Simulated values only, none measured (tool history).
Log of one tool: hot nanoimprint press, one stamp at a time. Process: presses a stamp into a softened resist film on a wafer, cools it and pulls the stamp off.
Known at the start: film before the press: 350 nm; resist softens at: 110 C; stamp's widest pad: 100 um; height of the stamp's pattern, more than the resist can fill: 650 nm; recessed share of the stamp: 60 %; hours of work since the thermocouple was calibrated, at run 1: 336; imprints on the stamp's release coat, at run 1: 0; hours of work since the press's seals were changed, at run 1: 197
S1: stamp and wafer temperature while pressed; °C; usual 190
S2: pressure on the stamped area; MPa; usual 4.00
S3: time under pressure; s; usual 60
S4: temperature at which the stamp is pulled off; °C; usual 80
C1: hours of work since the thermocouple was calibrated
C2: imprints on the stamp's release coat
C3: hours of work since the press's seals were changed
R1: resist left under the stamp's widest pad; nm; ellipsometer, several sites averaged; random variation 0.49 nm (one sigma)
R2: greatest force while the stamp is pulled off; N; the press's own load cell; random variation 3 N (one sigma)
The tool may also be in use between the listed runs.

run,hour,S1,S2,S3,S4,C1,C2,C3,R1,R2
1,0.0,190,4.00,60,80,336,0,197,178.0,222
2,7.6,200,4.00,60,80,340,26,201,133.3,223
3,13.7,190,4.00,114,80,343,47,203,141.1,226
4,24.7,190,4.00,87,80,348,85,209,155.7,229
# hour 37.1: plate thermocouple calibrated
5,39.8,190,2.50,60,80,1,127,214,213.4,220
6,49.2,190,2.50,60,80,6,159,219,214.6,229
7,58.0,191,4.00,60,80,10,189,223,169.3,228
8,67.2,191,4.00,60,80,14,221,227,170.0,231
9,78.8,191,4.00,60,80,19,261,232,169.6,231
10,91.9,191,4.00,60,80,25,306,238,170.6,238
11,100.7,191,4.00,60,80,29,336,242,171.0,234
12,113.8,190,4.00,60,67,35,381,248,175.2,312
13,123.1,190,4.00,60,67,40,414,253,176.0,324
14,132.3,190,4.00,60,67,44,445,257,175.3,320
15,145.7,190,4.00,44,78,50,491,263,194.3,260
16,157.3,190,6.16,69,85,56,531,268,135.0,214
17,163.8,190,6.16,69,85,59,553,271,135.5,215
18,173.5,190,6.16,69,85,63,587,276,135.2,215

Forecast run 19:
19,180.0,189,4.00,34,80,66,609,279,?,?

R1: 214.9 nm
R2: 245 N
Without the tool's hidden state the same run would have given R1 213.0 nm, R2 216 N.

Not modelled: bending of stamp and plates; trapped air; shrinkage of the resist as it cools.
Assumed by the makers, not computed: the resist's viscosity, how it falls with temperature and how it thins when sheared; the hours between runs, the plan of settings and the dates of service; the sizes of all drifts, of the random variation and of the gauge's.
